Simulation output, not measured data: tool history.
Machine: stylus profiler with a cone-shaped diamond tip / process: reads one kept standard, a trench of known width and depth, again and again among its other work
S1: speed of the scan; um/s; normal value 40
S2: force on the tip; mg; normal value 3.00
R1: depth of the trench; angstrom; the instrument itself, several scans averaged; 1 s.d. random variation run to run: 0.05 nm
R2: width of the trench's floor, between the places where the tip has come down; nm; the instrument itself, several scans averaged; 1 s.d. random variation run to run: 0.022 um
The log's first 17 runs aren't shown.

run   hour   S1    S2      R1     R2
 18  325.0   40  3.00  1010.6  18500
     331.8  -- height scale calibrated on a step standard, once more
 19  336.5   40  3.00  1013.4  18410
 20  349.0   40  3.00  1012.5  18470
 21  371.1   40  3.00  1012.9  18510
 22  384.8   13  3.00  1013.4  18610
 23  400.8   40  3.00  1013.1  18490
 24  422.6   40  3.00  1012.5  18500
 25  438.9   19  2.52  1011.3  18640
 26  461.2  130  2.52  1011.3  17870

Run 27 has not been measured yet. What should we expect?
 27  473.8  142  1.85   ?   ?

Run 27 came out at R1 1009.6 angstrom, R2 17670 nm.
Without the tool's hidden state the same run would have given R1 1009.8 angstrom, R2 17720 nm.
